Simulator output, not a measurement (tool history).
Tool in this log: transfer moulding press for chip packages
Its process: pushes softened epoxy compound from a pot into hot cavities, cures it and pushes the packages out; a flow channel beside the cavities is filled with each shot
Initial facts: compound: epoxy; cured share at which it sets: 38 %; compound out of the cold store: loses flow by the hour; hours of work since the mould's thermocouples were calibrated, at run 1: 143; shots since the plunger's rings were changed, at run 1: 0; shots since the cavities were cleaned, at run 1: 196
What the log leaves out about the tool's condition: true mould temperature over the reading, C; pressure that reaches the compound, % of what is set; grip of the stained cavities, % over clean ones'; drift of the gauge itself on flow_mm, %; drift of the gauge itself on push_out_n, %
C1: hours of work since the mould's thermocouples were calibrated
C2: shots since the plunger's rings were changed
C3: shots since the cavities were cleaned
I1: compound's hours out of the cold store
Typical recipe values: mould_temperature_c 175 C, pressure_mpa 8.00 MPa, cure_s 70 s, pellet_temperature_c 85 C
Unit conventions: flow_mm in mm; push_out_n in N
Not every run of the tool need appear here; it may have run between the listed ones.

{"run": 1, "hour": 0.0, "mould_temperature_c": 175, "pressure_mpa": 8.0, "cure_s": 70, "pellet_temperature_c": 85, "C1": 143, "C2": 0, "C3": 196, "I1": 16.8, "flow_mm": 629, "push_out_n": 581}
{"run": 2, "hour": 59.0, "mould_temperature_c": 175, "pressure_mpa": 8.0, "cure_s": 70, "pellet_temperature_c": 85, "C1": 167, "C2": 607, "C3": 803, "I1": 38.2, "flow_mm": 595, "push_out_n": 586}
{"hour": 76.5, "done": "cavities cleaned with cleaning compound and waxed"}
{"run": 3, "hour": 118.6, "mould_temperature_c": 175, "pressure_mpa": 8.0, "cure_s": 70, "pellet_temperature_c": 85, "C1": 191, "C2": 1203, "C3": 433, "I1": 35.1, "flow_mm": 601, "push_out_n": 568}
{"run": 4, "hour": 152.9, "mould_temperature_c": 175, "pressure_mpa": 8.0, "cure_s": 70, "pellet_temperature_c": 85, "C1": 205, "C2": 1556, "C3": 786, "I1": 32.8, "flow_mm": 601, "push_out_n": 578}
{"hour": 169.7, "done": "cavities cleaned with cleaning compound and waxed"}
{"run": 5, "hour": 192.1, "mould_temperature_c": 175, "pressure_mpa": 8.0, "cure_s": 70, "pellet_temperature_c": 85, "C1": 220, "C2": 1943, "C3": 230, "I1": 38.1, "flow_mm": 596, "push_out_n": 596}
{"run": 6, "hour": 231.8, "mould_temperature_c": 175, "pressure_mpa": 8.0, "cure_s": 70, "pellet_temperature_c": 92, "C1": 237, "C2": 2351, "C3": 638, "I1": 35.7, "flow_mm": 600, "push_out_n": 555}
{"hour": 264.7, "done": "cavities cleaned with cleaning compound and waxed"}
{"run": 7, "hour": 278.3, "mould_temperature_c": 175, "pressure_mpa": 8.0, "cure_s": 70, "pellet_temperature_c": 85, "C1": 255, "C2": 2814, "C3": 139, "I1": 23.7, "flow_mm": 613, "push_out_n": 597}
{"run": 8, "hour": 309.1, "mould_temperature_c": 175, "pressure_mpa": 8.0, "cure_s": 64, "pellet_temperature_c": 85, "C1": 268, "C2": 3131, "C3": 456, "I1": 15.5, "flow_mm": 625, "push_out_n": 723}
{"hour": 333.3, "done": "plunger's sealing rings changed"}
{"hour": 363.6, "done": "cavities cleaned with cleaning compound and waxed"}
{"run": 9, "hour": 367.5, "mould_temperature_c": 175, "pressure_mpa": 8.0, "cure_s": 78, "pellet_temperature_c": 85, "C1": 290, "C2": 336, "C3": 40, "I1": 13.9, "flow_mm": 635, "push_out_n": 483}
{"run": 10, "hour": 410.8, "mould_temperature_c": 175, "pressure_mpa": 8.0, "cure_s": 78, "pellet_temperature_c": 85, "C1": 308, "C2": 781, "C3": 485, "I1": 26.9, "flow_mm": 609, "push_out_n": 499}
{"run": 11, "hour": 453.7, "mould_temperature_c": 175, "pressure_mpa": 8.0, "cure_s": 78, "pellet_temperature_c": 85, "C1": 326, "C2": 1222, "C3": 926, "I1": 21.9, "flow_mm": 618, "push_out_n": 504}
{"hour": 461.9, "done": "cavities cleaned with cleaning compound and waxed"}
{"run": 12, "hour": 509.6, "mould_temperature_c": 175, "pressure_mpa": 8.0, "cure_s": 78, "pellet_temperature_c": 85, "C1": 348, "C2": 1782, "C3": 490, "I1": 45.5, "flow_mm": 584, "push_out_n": 483}
{"hour": 558.7, "done": "cavities cleaned with cleaning compound and waxed"}
{"run": 13, "hour": 571.2, "mould_temperature_c": 175, "pressure_mpa": 8.0, "cure_s": 78, "pellet_temperature_c": 85, "C1": 373, "C2": 2399, "C3": 128, "I1": 18.6, "flow_mm": 627, "push_out_n": 495}
{"run": 14, "hour": 604.6, "mould_temperature_c": 175, "pressure_mpa": 8.0, "cure_s": 70, "pellet_temperature_c": 85, "C1": 386, "C2": 2743, "C3": 472, "I1": 16.0, "flow_mm": 632, "push_out_n": 587}
{"run": 15, "hour": 643.8, "mould_temperature_c": 171, "pressure_mpa": 8.27, "cure_s": 50, "pellet_temperature_c": 82, "C1": 402, "C2": 3146, "C3": 875, "I1": 16.6, "flow_mm": 651, "push_out_n": 1794}
{"hour": 652.1, "done": "cavities cleaned with cleaning compound and waxed"}
{"hour": 669.1, "done": "plunger's sealing rings changed"}
{"run": 16, "hour": 707.5, "mould_temperature_c": 175, "pressure_mpa": 8.0, "cure_s": 81, "pellet_temperature_c": 85, "C1": 427, "C2": 395, "C3": 543, "I1": 41.5, "flow_mm": 592, "push_out_n": 448}
{"hour": 749.3, "done": "cavities cleaned with cleaning compound and waxed"}
{"run": 17, "hour": 753.3, "mould_temperature_c": 175, "pressure_mpa": 8.0, "cure_s": 81, "pellet_temperature_c": 85, "C1": 445, "C2": 851, "C3": 41, "I1": 41.2, "flow_mm": 593, "push_out_n": 437}
{"run": 18, "hour": 799.7, "mould_temperature_c": 175, "pressure_mpa": 6.19, "cure_s": 70, "pellet_temperature_c": 83, "C1": 464, "C2": 1328, "C3": 518, "I1": 26.1, "flow_mm": 538, "push_out_n": 601}
{"hour": 842.4, "done": "cavities cleaned with cleaning compound and waxed"}
{"run": 19, "hour": 856.8, "mould_temperature_c": 169, "pressure_mpa": 8.71, "cure_s": 70, "pellet_temperature_c": 83, "C1": 487, "C2": 1899, "C3": 148, "I1": 20.9, "flow_mm": 660, "push_out_n": 902}
{"run": 20, "hour": 912.5, "mould_temperature_c": 169, "pressure_mpa": 6.87, "cure_s": 86, "pellet_temperature_c": 76, "C1": 510, "C2": 2472, "C3": 721, "I1": 45.7, "flow_mm": 555, "push_out_n": 536}
{"hour": 940.1, "done": "cavities cleaned with cleaning compound and waxed"}
{"run": 21, "hour": 985.2, "mould_temperature_c": 169, "pressure_mpa": 6.87, "cure_s": 86, "pellet_temperature_c": 76, "C1": 539, "C2": 3204, "C3": 463, "I1": 29.9, "flow_mm": 577, "push_out_n": 532}
{"hour": 1000.9, "done": "plunger's sealing rings changed"}
{"hour": 1038.6, "done": "cavities cleaned with cleaning compound and waxed"}
{"run": 22, "hour": 1041.2, "mould_temperature_c": 176, "pressure_mpa": 9.0, "cure_s": 70, "pellet_temperature_c": 85, "C1": 561, "C2": 399, "C3": 27, "I1": 9.9, "flow_mm": 678, "push_out_n": 562}
{"run": 23, "hour": 1078.5, "mould_temperature_c": 180, "pressure_mpa": 7.69, "cure_s": 82, "pellet_temperature_c": 92, "C1": 576, "C2": 782, "C3": 410, "I1": 12.5, "flow_mm": 612, "push_out_n": 424}
{"run": 24, "hour": 1126.1, "mould_temperature_c": 180, "pressure_mpa": 7.69, "cure_s": 69, "pellet_temperature_c": 76, "C1": 596, "C2": 1272, "C3": 900, "I1": 12.7, "flow_mm": 603, "push_out_n": 498}
{"hour": 1132.0, "done": "cavities cleaned with cleaning compound and waxed"}
{"run": 25, "hour": 1161.8, "mould_temperature_c": 169, "pressure_mpa": 6.5, "cure_s": 109, "pellet_temperature_c": 89, "C1": 610, "C2": 1623, "C3": 306, "I1": 47.6, "flow_mm": 536, "push_out_n": 445}
{"run": 26, "hour": 1201.4, "mould_temperature_c": 169, "pressure_mpa": 6.5, "cure_s": 109, "pellet_temperature_c": 89, "C1": 626, "C2": 2030, "C3": 713, "I1": 22.4, "flow_mm": 571, "push_out_n": 433}

For run 27, what comes out?
{"hour": 1225.0, "done": "cavities cleaned with cleaning compound and waxed"}
{"run": 27, "hour": 1267.1, "mould_temperature_c": 182, "pressure_mpa": 6.5, "cure_s": 109, "pellet_temperature_c": 83, "C1": 652, "C2": 2690, "C3": 433, "I1": 29.4, "flow_mm": "?", "push_out_n": "?"}

Run 27 produced flow_mm 531 mm, push_out_n 423 N.
With the hidden condition absent and the run-to-run variation left alone, this run would have shown flow_mm 532 mm, push_out_n 417 N.

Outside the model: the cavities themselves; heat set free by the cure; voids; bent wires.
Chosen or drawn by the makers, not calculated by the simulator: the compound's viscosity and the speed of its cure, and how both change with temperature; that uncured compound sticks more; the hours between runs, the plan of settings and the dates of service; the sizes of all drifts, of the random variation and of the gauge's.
